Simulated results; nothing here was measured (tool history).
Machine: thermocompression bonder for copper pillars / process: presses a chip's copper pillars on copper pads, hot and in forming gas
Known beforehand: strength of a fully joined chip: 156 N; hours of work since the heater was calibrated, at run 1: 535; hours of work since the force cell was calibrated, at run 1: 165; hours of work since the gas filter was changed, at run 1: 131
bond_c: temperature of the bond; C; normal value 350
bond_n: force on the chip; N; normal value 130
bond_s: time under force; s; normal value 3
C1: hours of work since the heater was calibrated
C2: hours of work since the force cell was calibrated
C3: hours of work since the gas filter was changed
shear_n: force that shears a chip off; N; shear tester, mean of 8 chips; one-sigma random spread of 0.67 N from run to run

{"run": 1, "hour": 0.0, "bond_c": 350, "bond_n": 130, "bond_s": 3, "C1": 535, "C2": 165, "C3": 131, "shear_n": 72.5}
{"run": 2, "hour": 10.2, "bond_c": 330, "bond_n": 130, "bond_s": 3, "C1": 539, "C2": 170, "C3": 135, "shear_n": 63.4}
{"run": 3, "hour": 18.9, "bond_c": 330, "bond_n": 130, "bond_s": 3, "C1": 543, "C2": 173, "C3": 138, "shear_n": 62.3}
{"run": 4, "hour": 25.6, "bond_c": 330, "bond_n": 130, "bond_s": 3, "C1": 546, "C2": 176, "C3": 141, "shear_n": 63.0}
{"run": 5, "hour": 30.2, "bond_c": 330, "bond_n": 130, "bond_s": 3, "C1": 548, "C2": 178, "C3": 143, "shear_n": 61.8}
{"run": 6, "hour": 36.8, "bond_c": 330, "bond_n": 130, "bond_s": 3, "C1": 550, "C2": 180, "C3": 146, "shear_n": 63.0}
{"hour": 39.7, "done": "forming gas filter changed"}
{"run": 7, "hour": 44.2, "bond_c": 350, "bond_n": 130, "bond_s": 3, "C1": 553, "C2": 183, "C3": 2, "shear_n": 76.3}
{"run": 8, "hour": 53.3, "bond_c": 350, "bond_n": 130, "bond_s": 3, "C1": 557, "C2": 187, "C3": 6, "shear_n": 76.1}
{"hour": 55.7, "done": "heater calibrated with a thermocouple chip"}
{"run": 9, "hour": 61.1, "bond_c": 343, "bond_n": 130, "bond_s": 4, "C1": 2, "C2": 189, "C3": 8, "shear_n": 82.4}
{"run": 10, "hour": 69.6, "bond_c": 343, "bond_n": 130, "bond_s": 4, "C1": 6, "C2": 193, "C3": 11, "shear_n": 81.0}
{"run": 11, "hour": 74.3, "bond_c": 329, "bond_n": 130, "bond_s": 4, "C1": 8, "C2": 195, "C3": 13, "shear_n": 73.8}
{"run": 12, "hour": 82.1, "bond_c": 329, "bond_n": 130, "bond_s": 4, "C1": 11, "C2": 198, "C3": 16, "shear_n": 74.2}
{"run": 13, "hour": 87.6, "bond_c": 323, "bond_n": 134, "bond_s": 4, "C1": 13, "C2": 200, "C3": 19, "shear_n": 72.3}
{"hour": 94.1, "done": "heater calibrated with a thermocouple chip, once more"}
{"run": 14, "hour": 96.3, "bond_c": 348, "bond_n": 136, "bond_s": 3, "C1": 1, "C2": 203, "C3": 21, "shear_n": 75.8}
{"run": 15, "hour": 102.1, "bond_c": 348, "bond_n": 136, "bond_s": 3, "C1": 3, "C2": 205, "C3": 24, "shear_n": 75.6}
{"run": 16, "hour": 111.5, "bond_c": 331, "bond_n": 138, "bond_s": 3, "C1": 7, "C2": 209, "C3": 28, "shear_n": 69.2}

4 options for the next run, each taken on its own from the tool as it stands now. Forecast them:
{"run": "A", "hour": 118.2, "bond_c": 376, "bond_n": 130, "bond_s": 3, "C1": 10, "C2": 212, "C3": 30, "shear_n": "?"}
{"run": "B", "hour": 118.2, "bond_c": 352, "bond_n": 88, "bond_s": 2, "C1": 10, "C2": 212, "C3": 30, "shear_n": "?"}
{"run": "C", "hour": 118.2, "bond_c": 380, "bond_n": 138, "bond_s": 3, "C1": 10, "C2": 212, "C3": 30, "shear_n": "?"}
{"run": "D", "hour": 118.2, "bond_c": 359, "bond_n": 171, "bond_s": 5, "C1": 10, "C2": 212, "C3": 30, "shear_n": "?"}

run=A shear_n=85.9
run=B shear_n=40.4
run=C shear_n=94.3
run=D shear_n=113.0
Take away the tool's hidden state, keep each run's random variation, and the runs would have read:
run=A shear_n=88.2
run=B shear_n=41.7
run=C shear_n=96.8
run=D shear_n=115.6

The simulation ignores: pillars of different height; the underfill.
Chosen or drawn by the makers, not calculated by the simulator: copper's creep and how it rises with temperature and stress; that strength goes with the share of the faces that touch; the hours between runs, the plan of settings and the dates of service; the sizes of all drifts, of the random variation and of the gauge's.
